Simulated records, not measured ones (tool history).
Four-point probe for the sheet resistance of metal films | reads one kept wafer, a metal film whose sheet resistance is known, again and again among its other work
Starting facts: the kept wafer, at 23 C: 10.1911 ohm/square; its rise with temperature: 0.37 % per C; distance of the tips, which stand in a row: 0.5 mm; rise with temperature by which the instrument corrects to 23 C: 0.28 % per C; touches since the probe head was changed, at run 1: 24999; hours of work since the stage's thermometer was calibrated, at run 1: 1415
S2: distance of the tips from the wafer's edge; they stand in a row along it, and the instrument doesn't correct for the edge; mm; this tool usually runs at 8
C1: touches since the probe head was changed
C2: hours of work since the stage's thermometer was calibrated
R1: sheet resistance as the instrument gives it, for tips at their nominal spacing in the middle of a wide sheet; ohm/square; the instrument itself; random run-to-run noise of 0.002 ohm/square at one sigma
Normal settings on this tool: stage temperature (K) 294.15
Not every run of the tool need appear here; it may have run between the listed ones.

run 1 day=0.000 | stage_temperature_(K)=294.15 S2=8 | C1=24999 C2=1415 | R1=10.195453
run 2 day=0.488 | stage_temperature_(K)=294.15 S2=8 | C1=25386 C2=1424 | R1=10.193682
run 3 day=1.304 | stage_temperature_(K)=294.15 S2=8 | C1=26038 C2=1439 | R1=10.195204
run 4 day=2.129 | stage_temperature_(K)=294.15 S2=8 | C1=26695 C2=1454 | R1=10.194398
run 5 day=2.592 | stage_temperature_(K)=294.15 S2=8 | C1=27062 C2=1463 | R1=10.197522
run 6 day=3.054 | stage_temperature_(K)=294.15 S2=8 | C1=27430 C2=1471 | R1=10.195890
run 7 day=4.004 | stage_temperature_(K)=294.15 S2=8 | C1=28187 C2=1489 | R1=10.195177
run 8 day=4.850 | stage_temperature_(K)=294.15 S2=8 | C1=28861 C2=1505 | R1=10.193697
run 9 day=5.662 | stage_temperature_(K)=294.15 S2=8 | C1=29509 C2=1520 | R1=10.195787
run 10 day=6.125 | stage_temperature_(K)=294.15 S2=8 | C1=29879 C2=1528 | R1=10.194928
run 11 day=6.792 | stage_temperature_(K)=294.15 S2=8 | C1=30409 C2=1541 | R1=10.190539
run 12 day=7.517 | stage_temperature_(K)=294.15 S2=8 | C1=30987 C2=1554 | R1=10.196345
run 13 day=8.383 | stage_temperature_(K)=306.15 S2=8 | C1=31677 C2=1570 | R1=10.302335
run 14 day=9.129 | stage_temperature_(K)=294.15 S2=8 | C1=32272 C2=1584 | R1=10.196460
run 15 day=9.992 | stage_temperature_(K)=294.15 S2=8 | C1=32959 C2=1600 | R1=10.190599
run 16 day=10.775 | stage_temperature_(K)=294.15 S2=8 | C1=33583 C2=1615 | R1=10.194216
run 17 day=11.238 | stage_temperature_(K)=294.15 S2=6 | C1=33950 C2=1623 | R1=10.212324
run 18 day=11.908 | stage_temperature_(K)=294.15 S2=6 | C1=34484 C2=1636 | R1=10.213161
run 19 day=12.683 | stage_temperature_(K)=294.15 S2=6 | C1=35100 C2=1650 | R1=10.212771
run 20 day=13.371 | stage_temperature_(K)=294.15 S2=8 | C1=35648 C2=1663 | R1=10.195112
run 21 day=14.162 | stage_temperature_(K)=294.15 S2=44 | C1=36279 C2=1678 | R1=10.173422
run 22 day=14.883 | stage_temperature_(K)=305.15 S2=16 | C1=36855 C2=1691 | R1=10.278853
run 23 day=15.500 | stage_temperature_(K)=299.15 S2=9 | C1=37345 C2=1702 | R1=10.234988
run 24 day=16.212 | stage_temperature_(K)=294.15 S2=8 | C1=37911 C2=1716 | R1=10.194071
run 25 day=17.004 | stage_temperature_(K)=292.15 S2=31 | C1=38541 C2=1730 | R1=10.151736
run 26 day=17.679 | stage_temperature_(K)=292.15 S2=31 | C1=39081 C2=1743 | R1=10.152893
run 27 day=18.512 | stage_temperature_(K)=292.15 S2=31 | C1=39743 C2=1758 | R1=10.154466
run 28 day=19.167 | stage_temperature_(K)=306.15 S2=21 | C1=40265 C2=1770 | R1=10.287249
run 29 day=20.071 | stage_temperature_(K)=306.15 S2=17 | C1=40986 C2=1787 | R1=10.285935
run 30 day=20.488 | stage_temperature_(K)=306.15 S2=18 | C1=41316 C2=1795 | R1=10.286822
run 31 day=21.404 | stage_temperature_(K)=300.15 S2=25 | C1=42047 C2=1812 | R1=10.232387
run 32 day=21.804 | stage_temperature_(K)=300.15 S2=25 | C1=42366 C2=1819 | R1=10.228109
run 33 day=22.679 | stage_temperature_(K)=306.15 S2=8 | C1=43063 C2=1836 | R1=10.305277
run 34 day=23.442 | stage_temperature_(K)=292.15 S2=21 | C1=43671 C2=1850 | R1=10.152392
run 35 day=24.388 | stage_temperature_(K)=297.15 S2=36 | C1=44424 C2=1867 | R1=10.200415
run 36 day=24.825 | stage_temperature_(K)=304.15 S2=17 | C1=44773 C2=1876 | R1=10.272347
run 37 day=25.700 | stage_temperature_(K)=293.15 S2=68 | C1=45468 C2=1892 | R1=10.165652
run 38 day=26.671 | stage_temperature_(K)=302.15 S2=4 | C1=46241 C2=1910 | R1=10.329557
run 39 day=27.467 | stage_temperature_(K)=294.15 S2=5 | C1=46875 C2=1925 | R1=10.226440
run 40 day=28.100 | stage_temperature_(K)=296.15 S2=4 | C1=47379 C2=1936 | R1=10.270973
run 41 day=28.700 | stage_temperature_(K)=296.15 S2=53 | C1=47859 C2=1948 | R1=10.192511
run 42 day=29.675 | stage_temperature_(K)=291.15 S2=4 | C1=48635 C2=1966 | R1=10.230817

5 options for the next run, each taken on its own from the tool as it stands now. Forecast them:
run A day=30.167 | stage_temperature_(K)=295.15 S2=19 | C1=49028 C2=1975 | R1=?
run B day=30.167 | stage_temperature_(K)=304.15 S2=28 | C1=49028 C2=1975 | R1=?
run C day=30.167 | stage_temperature_(K)=294.15 S2=27 | C1=49028 C2=1975 | R1=?
run D day=30.167 | stage_temperature_(K)=295.15 S2=8 | C1=49028 C2=1975 | R1=?
run E day=30.167 | stage_temperature_(K)=298.15 S2=4 | C1=49028 C2=1975 | R1=?

run=A R1=10.186060
run=B R1=10.269690
run=C R1=10.172777
run=D R1=10.201236
run=E R1=10.296639
Without the tool's unlogged condition, the same runs would have read:
run=A R1=10.185915
run=B R1=10.269539
run=C R1=10.172633
run=D R1=10.201091
run=E R1=10.296491
